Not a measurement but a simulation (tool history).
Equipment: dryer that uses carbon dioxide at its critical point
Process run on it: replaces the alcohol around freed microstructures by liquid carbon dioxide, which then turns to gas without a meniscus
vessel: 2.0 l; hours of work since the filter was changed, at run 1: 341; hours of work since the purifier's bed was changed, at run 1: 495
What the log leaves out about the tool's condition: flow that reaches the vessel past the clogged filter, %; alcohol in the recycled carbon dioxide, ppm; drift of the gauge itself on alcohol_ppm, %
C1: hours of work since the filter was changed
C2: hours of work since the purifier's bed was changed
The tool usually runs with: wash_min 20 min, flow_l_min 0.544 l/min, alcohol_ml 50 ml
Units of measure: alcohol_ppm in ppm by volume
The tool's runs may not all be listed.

run 1 day=0.000 | wash_min=20 flow_l_min=0.544 alcohol_ml=50 | C1=341 C2=495 | alcohol_ppm=569
-- day=1.242 purifier's bed changed
run 2 day=2.129 | wash_min=20 flow_l_min=0.544 alcohol_ml=50 | C1=368 C2=12 | alcohol_ppm=516
run 3 day=3.500 | wash_min=20 flow_l_min=0.544 alcohol_ml=50 | C1=387 C2=31 | alcohol_ppm=554
run 4 day=6.333 | wash_min=20 flow_l_min=0.371 alcohol_ml=50 | C1=426 C2=70 | alcohol_ppm=1950
run 5 day=7.862 | wash_min=20 flow_l_min=0.544 alcohol_ml=50 | C1=447 C2=91 | alcohol_ppm=608
run 6 day=9.858 | wash_min=20 flow_l_min=0.544 alcohol_ml=50 | C1=474 C2=118 | alcohol_ppm=613
run 7 day=11.438 | wash_min=20 flow_l_min=0.544 alcohol_ml=50 | C1=496 C2=140 | alcohol_ppm=643
run 8 day=13.367 | wash_min=17 flow_l_min=0.544 alcohol_ml=50 | C1=522 C2=166 | alcohol_ppm=1117
run 9 day=14.892 | wash_min=20 flow_l_min=0.544 alcohol_ml=50 | C1=543 C2=187 | alcohol_ppm=691
run 10 day=16.533 | wash_min=20 flow_l_min=0.544 alcohol_ml=50 | C1=566 C2=210 | alcohol_ppm=714
-- day=17.971 inlet filter changed
run 11 day=19.404 | wash_min=20 flow_l_min=0.544 alcohol_ml=50 | C1=20 C2=248 | alcohol_ppm=340
run 12 day=21.817 | wash_min=20 flow_l_min=0.502 alcohol_ml=50 | C1=53 C2=282 | alcohol_ppm=497
run 13 day=24.271 | wash_min=20 flow_l_min=0.502 alcohol_ml=50 | C1=86 C2=315 | alcohol_ppm=512
run 14 day=26.383 | wash_min=20 flow_l_min=0.385 alcohol_ml=50 | C1=115 C2=344 | alcohol_ppm=1294
run 15 day=28.558 | wash_min=17 flow_l_min=0.385 alcohol_ml=50 | C1=145 C2=374 | alcohol_ppm=2091
run 16 day=31.046 | wash_min=17 flow_l_min=0.385 alcohol_ml=50 | C1=179 C2=408 | alcohol_ppm=2171
run 17 day=32.504 | wash_min=20 flow_l_min=0.544 alcohol_ml=50 | C1=199 C2=428 | alcohol_ppm=447
run 18 day=34.096 | wash_min=20 flow_l_min=0.544 alcohol_ml=50 | C1=221 C2=450 | alcohol_ppm=472
run 19 day=36.525 | wash_min=18 flow_l_min=0.544 alcohol_ml=50 | C1=254 C2=483 | alcohol_ppm=707
run 20 day=37.879 | wash_min=29 flow_l_min=0.544 alcohol_ml=50 | C1=273 C2=502 | alcohol_ppm=152
-- day=38.521 purifier's bed changed
run 21 day=39.529 | wash_min=29 flow_l_min=0.544 alcohol_ml=50 | C1=294 C2=14 | alcohol_ppm=86
run 22 day=41.662 | wash_min=20 flow_l_min=0.544 alcohol_ml=50 | C1=323 C2=43 | alcohol_ppm=470
run 23 day=44.292 | wash_min=20 flow_l_min=0.544 alcohol_ml=50 | C1=359 C2=79 | alcohol_ppm=501
run 24 day=45.900 | wash_min=20 flow_l_min=0.515 alcohol_ml=25 | C1=381 C2=101 | alcohol_ppm=333
run 25 day=48.188 | wash_min=32 flow_l_min=0.407 alcohol_ml=23 | C1=413 C2=133 | alcohol_ppm=136
run 26 day=51.079 | wash_min=25 flow_l_min=0.659 alcohol_ml=61 | C1=452 C2=172 | alcohol_ppm=117
run 27 day=53.821 | wash_min=25 flow_l_min=0.584 alcohol_ml=61 | C1=490 C2=210 | alcohol_ppm=227
run 28 day=55.071 | wash_min=19 flow_l_min=0.584 alcohol_ml=61 | C1=507 C2=227 | alcohol_ppm=715
run 29 day=56.517 | wash_min=19 flow_l_min=0.584 alcohol_ml=61 | C1=527 C2=247 | alcohol_ppm=737

Run 30 comes next. What will it give?
run 30 day=58.212 | wash_min=22 flow_l_min=0.435 alcohol_ml=24 | C1=550 C2=270 | alcohol_ppm=?

For run 30 the tool returned alcohol_ppm 518 ppm by volume.
With the hidden condition absent and the run-to-run variation left alone, this run would have shown alcohol_ppm 257 ppm by volume.
